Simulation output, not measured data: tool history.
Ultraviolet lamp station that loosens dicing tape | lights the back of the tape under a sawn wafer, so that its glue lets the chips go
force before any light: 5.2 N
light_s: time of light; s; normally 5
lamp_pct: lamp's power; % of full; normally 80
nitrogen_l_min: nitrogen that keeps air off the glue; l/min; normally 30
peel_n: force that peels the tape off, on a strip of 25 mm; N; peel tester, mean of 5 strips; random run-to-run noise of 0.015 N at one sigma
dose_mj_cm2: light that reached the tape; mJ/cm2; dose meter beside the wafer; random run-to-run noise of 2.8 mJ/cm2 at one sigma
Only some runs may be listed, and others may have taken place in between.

Run 1, day 0.000: usual settings. Result: peel_n 0.993 N, dose_mj_cm2 315 mJ/cm2.
Run 2, day 0.988: usual settings. Result: peel_n 1.028 N, dose_mj_cm2 315 mJ/cm2.
Run 3, day 2.254: usual settings. Result: peel_n 0.987 N, dose_mj_cm2 311 mJ/cm2.
Run 4, day 2.875: usual settings. Result: peel_n 1.019 N, dose_mj_cm2 317 mJ/cm2.
Run 5, day 3.783: usual settings. Result: peel_n 1.020 N, dose_mj_cm2 310 mJ/cm2.
Run 6, day 4.629: usual settings. Result: peel_n 1.045 N, dose_mj_cm2 308 mJ/cm2.
Run 7, day 5.296: usual settings. Result: peel_n 1.007 N, dose_mj_cm2 311 mJ/cm2.
Run 8, day 6.346: usual settings but lamp_pct 87 % of full. Result: peel_n 0.930 N, dose_mj_cm2 335 mJ/cm2.
Run 9, day 7.396: usual settings but lamp_pct 87 % of full. Result: peel_n 0.928 N, dose_mj_cm2 329 mJ/cm2.
Run 10, day 8.817: usual settings but lamp_pct 87 % of full. Result: peel_n 0.950 N, dose_mj_cm2 329 mJ/cm2.
Run 11, day 10.038: usual settings. Result: peel_n 1.095 N, dose_mj_cm2 297 mJ/cm2.
At day 11.004: window cleaned of glue's vapour.
Run 12, day 11.288: usual settings. Result: peel_n 1.112 N, dose_mj_cm2 280 mJ/cm2.
Run 13, day 12.621: usual settings. Result: peel_n 1.139 N, dose_mj_cm2 279 mJ/cm2.
Run 14, day 13.575: usual settings but nitrogen_l_min 42 l/min. Result: peel_n 1.004 N, dose_mj_cm2 282 mJ/cm2.
Run 15, day 14.300: usual settings but lamp_pct 96 % of full, nitrogen_l_min 42 l/min. Result: peel_n 0.737 N, dose_mj_cm2 337 mJ/cm2.
Run 16, day 15.758: usual settings but lamp_pct 96 % of full, nitrogen_l_min 42 l/min. Result: peel_n 0.759 N, dose_mj_cm2 335 mJ/cm2.
Run 17, day 17.133: usual settings but lamp_pct 96 % of full, nitrogen_l_min 34 l/min. Result: peel_n 0.878 N, dose_mj_cm2 329 mJ/cm2.
Run 18, day 17.842: usual settings but lamp_pct 96 % of full, nitrogen_l_min 34 l/min. Result: peel_n 0.901 N, dose_mj_cm2 330 mJ/cm2.
At day 18.417: window cleaned of glue's vapour, once more.
Run 19, day 19.329: usual settings but lamp_pct 96 % of full, nitrogen_l_min 34 l/min. Result: peel_n 0.614 N, dose_mj_cm2 397 mJ/cm2.
Run 20, day 20.533: usual settings but lamp_pct 96 % of full, nitrogen_l_min 34 l/min. Result: peel_n 0.635 N, dose_mj_cm2 396 mJ/cm2.
Run 21, day 21.488: usual settings but lamp_pct 96 % of full, nitrogen_l_min 34 l/min. Result: peel_n 0.667 N, dose_mj_cm2 399 mJ/cm2.
Run 22, day 22.862: usual settings but light_s 8 s, lamp_pct 96 % of full, nitrogen_l_min 37 l/min. Result: peel_n 0.281 N, dose_mj_cm2 623 mJ/cm2.
Run 23, day 23.679: usual settings but light_s 8 s, lamp_pct 96 % of full, nitrogen_l_min 37 l/min. Result: peel_n 0.293 N, dose_mj_cm2 618 mJ/cm2.
Run 24, day 24.579: usual settings but light_s 2 s, lamp_pct 71 % of full. Result: peel_n 2.789 N, dose_mj_cm2 115 mJ/cm2.
Run 25, day 25.925: usual settings but light_s 3 s, lamp_pct 61 % of full, nitrogen_l_min 49 l/min. Result: peel_n 1.950 N, dose_mj_cm2 145 mJ/cm2.
Run 26, day 26.854: usual settings but light_s 3 s, lamp_pct 61 % of full, nitrogen_l_min 49 l/min. Result: peel_n 2.070 N, dose_mj_cm2 144 mJ/cm2.
Run 27, day 28.158: usual settings but light_s 3 s, lamp_pct 66 % of full, nitrogen_l_min 49 l/min. Result: peel_n 1.899 N, dose_mj_cm2 154 mJ/cm2.
Run 28, day 29.646: usual settings but lamp_pct 85 % of full, nitrogen_l_min 10 l/min. Result: peel_n 1.729 N, dose_mj_cm2 329 mJ/cm2.
Run 29, day 31.112: usual settings but light_s 8 s, lamp_pct 98 % of full, nitrogen_l_min 18 l/min. Result: peel_n 0.480 N, dose_mj_cm2 604 mJ/cm2.
Run 30, day 31.792: usual settings but light_s 3 s, lamp_pct 89 % of full. Result: peel_n 1.637 N, dose_mj_cm2 205 mJ/cm2.
Run 31, day 32.892: usual settings but light_s 3 s, nitrogen_l_min 41 l/min. Result: peel_n 1.730 N, dose_mj_cm2 179 mJ/cm2.
Run 32, day 33.546: usual settings but light_s 3 s, lamp_pct 61 % of full, nitrogen_l_min 17 l/min. Result: peel_n 2.875 N, dose_mj_cm2 137 mJ/cm2.
Run 33, day 34.167: usual settings but light_s 10 s, lamp_pct 64 % of full. Result: peel_n 0.495 N, dose_mj_cm2 477 mJ/cm2.
Run 34, day 35.300: usual settings but lamp_pct 71 % of full, nitrogen_l_min 22 l/min. Result: peel_n 1.486 N, dose_mj_cm2 264 mJ/cm2.
Run 35, day 36.396: usual settings but light_s 4 s, nitrogen_l_min 49 l/min. Result: peel_n 1.166 N, dose_mj_cm2 238 mJ/cm2.
Run 36, day 37.562: usual settings but light_s 2 s, nitrogen_l_min 55 l/min. Result: peel_n 2.377 N, dose_mj_cm2 121 mJ/cm2.
Run 37, day 38.858: usual settings but light_s 9 s, lamp_pct 73 % of full, nitrogen_l_min 49 l/min. Result: peel_n 0.347 N, dose_mj_cm2 487 mJ/cm2.
Run 38, day 40.075: usual settings but light_s 2 s, lamp_pct 68 % of full, nitrogen_l_min 27 l/min. Result: peel_n 3.107 N, dose_mj_cm2 97 mJ/cm2.
Run 39, day 41.354: usual settings but nitrogen_l_min 17 l/min. Result: peel_n 1.516 N, dose_mj_cm2 286 mJ/cm2.
Run 40, day 42.033: usual settings but nitrogen_l_min 17 l/min. Result: peel_n 1.451 N, dose_mj_cm2 287 mJ/cm2.
Run 41, day 42.979: usual settings but lamp_pct 96 % of full, nitrogen_l_min 31 l/min. Result: peel_n 0.846 N, dose_mj_cm2 350 mJ/cm2.
Run 42, day 43.629: usual settings but lamp_pct 96 % of full, nitrogen_l_min 31 l/min. Result: peel_n 0.886 N, dose_mj_cm2 339 mJ/cm2.

Each row is a separate what-if for the run after 42, all from the same tool condition, not one after another. Results?
Run A, day 44.842: usual settings but light_s 7 s, lamp_pct 93 % of full, nitrogen_l_min 47 l/min. Result: peel_n ?, dose_mj_cm2 ?.
Run B, day 44.842: usual settings but lamp_pct 89 % of full. Result: peel_n ?, dose_mj_cm2 ?.
Run C, day 44.842: usual settings but lamp_pct 69 % of full, nitrogen_l_min 51 l/min. Result: peel_n ?, dose_mj_cm2 ?.

run  peel_n  dose_mj_cm2
  A   0.402          460
  B   0.965          317
  C   1.109          246
Without the tool's unlogged condition, the same runs would have read:
run  peel_n  dose_mj_cm2
  A   0.248          634
  B   0.571          436
  C   0.674          338
